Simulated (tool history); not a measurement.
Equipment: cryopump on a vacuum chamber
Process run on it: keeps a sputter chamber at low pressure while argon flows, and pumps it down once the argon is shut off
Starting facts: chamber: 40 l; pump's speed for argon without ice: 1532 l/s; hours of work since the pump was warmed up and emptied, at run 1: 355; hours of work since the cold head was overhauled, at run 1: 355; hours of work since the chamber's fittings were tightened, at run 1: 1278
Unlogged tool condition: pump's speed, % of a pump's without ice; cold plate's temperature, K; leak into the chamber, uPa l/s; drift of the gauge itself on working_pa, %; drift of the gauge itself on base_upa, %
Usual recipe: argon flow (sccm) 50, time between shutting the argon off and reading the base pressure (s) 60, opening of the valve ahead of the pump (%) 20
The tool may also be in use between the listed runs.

run,day,argon flow (sccm),time between shutting the argon off and reading the base pressure (s),opening of the valve ahead of the pump (%),hours of work since the pump was warmed up and emptied,hours of work since the cold head was overhauled,hours of work since the chamber's fittings were tightened,pressure while argon flows (Pa),pressure after the wait (uPa)
1,0,50,60,20,355,355,1278,0.2857,2.35
2,0.921,50,60,20,366,366,1290,0.285,2.41
3,1.65,50,60,30,375,375,1299,0.194,2.48
4,2.625,50,60,30,387,387,1311,0.1949,2.43
5,3.35,50,60,30,396,396,1320,0.195,2.46
6,4.079,50,60,30,405,405,1329,0.1943,2.48
7,4.888,50,60,30,415,415,1339,0.1954,2.46
8,5.796,50,60,30,427,427,1350,0.1959,2.45
9,6.65,50,60,20,437,437,1361,0.2883,2.53
10,7.475,99,60,20,447,447,1371,0.5661,2.56
11,8.492,99,60,20,460,460,1384,0.5694,2.57
12,9.412,99,152,20,471,471,1395,0.5714,1.84
13,9.904,99,152,20,477,477,1401,0.5734,1.85
14,10.783,50,60,20,488,488,1412,0.287,2.64
15,11.488,21,60,20,497,497,1421,0.1213,2.55
16,11.938,52,60,20,503,503,1426,0.3014,2.58
17,12.883,52,60,20,514,514,1438,0.3018,2.64
18,13.808,31,35,48,526,526,1449,0.0794,3.55
19,14.246,20,60,20,531,531,1455,0.116,2.6
20,15.117,20,60,20,542,542,1466,0.1156,2.67
21,15.558,20,60,20,547,547,1471,0.1164,2.66
22,16.096,26,60,20,554,554,1478,0.1516,2.69
23,16.946,26,60,20,565,565,1488,0.1518,2.74
24,17.904,26,60,20,577,577,1500,0.1512,2.69
25,18.492,26,60,20,584,584,1507,0.152,2.7
26,19.362,50,156,20,595,595,1518,0.294,1.99
27,19.829,86,39,19,600,600,1524,0.5291,3.41
28,20.533,44,33,19,609,609,1533,0.2727,3.69
29,21.354,44,33,19,619,619,1543,0.2685,3.66
30,22.038,41,198,16,628,628,1551,0.2953,2.05
31,22.742,59,198,18,636,636,1560,0.3824,2.02
32,23.204,59,198,18,642,642,1566,0.3833,1.99
33,23.8,46,48,19,650,650,1573,0.2855,3.17

Below are 5 alternative next runs, each starting from the tool's condition after run 33. Predict each:
A,24.538,90,40,20,659,659,1582,?,?
B,24.538,67,170,19,659,659,1582,?,?
C,24.538,90,122,28,659,659,1582,?,?
D,24.538,50,58,20,659,659,1582,?,?
E,24.538,95,32,19,659,659,1582,?,?

run,pressure while argon flows (Pa),pressure after the wait (uPa)
A,0.5294,3.53
B,0.416,2.1
C,0.3904,2.31
D,0.2924,2.93
E,0.5862,3.93
The same runs, with their run-to-run variation unchanged, on a tool lacking any hidden condition would have given:
run,pressure while argon flows (Pa),pressure after the wait (uPa)
A,0.495,2
B,0.3903,0.62
C,0.3559,0.79
D,0.2734,1.44
E,0.5499,2.42
